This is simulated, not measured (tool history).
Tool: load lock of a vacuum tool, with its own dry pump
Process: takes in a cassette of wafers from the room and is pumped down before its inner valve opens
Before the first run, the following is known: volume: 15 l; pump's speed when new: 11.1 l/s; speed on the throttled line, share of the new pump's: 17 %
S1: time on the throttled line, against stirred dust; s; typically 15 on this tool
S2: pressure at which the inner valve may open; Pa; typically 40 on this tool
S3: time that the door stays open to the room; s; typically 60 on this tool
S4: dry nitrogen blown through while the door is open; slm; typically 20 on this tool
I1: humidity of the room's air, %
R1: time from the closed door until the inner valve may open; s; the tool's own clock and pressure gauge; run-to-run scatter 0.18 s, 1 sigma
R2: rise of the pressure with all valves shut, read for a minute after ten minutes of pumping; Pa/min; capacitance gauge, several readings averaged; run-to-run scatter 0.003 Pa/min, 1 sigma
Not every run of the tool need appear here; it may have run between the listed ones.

run	hour	S1	S2	S3	S4	I1	R1	R2
1	0.0	15	40	60	20	46.0	24.0	0.085
2	96.6	15	40	60	20	47.9	24.0	0.087
3	153.5	15	40	60	20	45.1	23.9	0.080
4	268.2	15	40	60	20	45.7	23.8	0.083
5	405.2	15	40	60	20	48.7	24.0	0.086
6	466.5	15	40	60	20	45.5	23.9	0.089
7	561.7	15	40	60	20	44.9	23.9	0.091
8	622.1	15	40	60	7	44.0	24.1	0.099
9	681.9	15	40	60	7	43.5	23.9	0.099
10	808.6	18	40	60	20	43.9	26.3	0.091
11	873.7	15	40	60	20	43.8	24.0	0.092
12	951.6	15	40	60	20	42.2	24.1	0.093
13	1048.4	15	40	60	20	44.6	24.2	0.091
14	1113.8	15	40	60	20	44.2	24.1	0.091
15	1227.2	15	40	60	20	43.8	24.0	0.099
16	1304.9	15	40	60	20	45.5	24.1	0.096
17	1432.3	15	40	174	20	45.3	24.3	0.114
18	1504.8	15	40	174	20	46.7	24.3	0.120
19	1628.9	10	57	51	20	48.9	19.9	0.094
20	1707.6	10	57	112	34	45.6	19.6	0.109
21	1765.7	10	60	51	38	46.0	19.7	0.091
22	1882.0	29	60	51	19	40.3	35.2	0.098
23	1981.0	29	60	51	19	42.4	34.9	0.106
24	2069.7	29	60	51	19	46.6	35.1	0.110
25	2173.4	29	60	56	24	45.4	35.0	0.107
26	2298.1	26	60	56	44	44.6	32.7	0.100
27	2406.6	15	78	60	34	47.5	23.2	0.108
28	2488.4	15	78	60	34	42.8	23.5	0.101
29	2616.8	15	78	60	34	46.4	23.4	0.114
30	2679.4	16	59	60	7	48.5	24.5	0.137
31	2818.8	16	59	60	7	47.8	24.8	0.129
32	2882.1	15	40	60	20	44.3	24.7	0.112
33	2985.8	15	40	60	20	43.8	24.7	0.122

Branching from run 33: 3 alternative next runs. What would each branch give?
A	3086.0	10	40	67	20	47.3	?	?
B	3086.0	16	32	60	26	49.7	?	?
C	3086.0	16	40	60	9	41.1	?	?

run	R1	R2
A	20.7	0.123
B	26.0	0.128
C	25.6	0.129
Stripped of hidden state, with their random variation kept, the same runs would have yielded:
run	R1	R2
A	19.1	0.043
B	24.5	0.049
C	24.2	0.049

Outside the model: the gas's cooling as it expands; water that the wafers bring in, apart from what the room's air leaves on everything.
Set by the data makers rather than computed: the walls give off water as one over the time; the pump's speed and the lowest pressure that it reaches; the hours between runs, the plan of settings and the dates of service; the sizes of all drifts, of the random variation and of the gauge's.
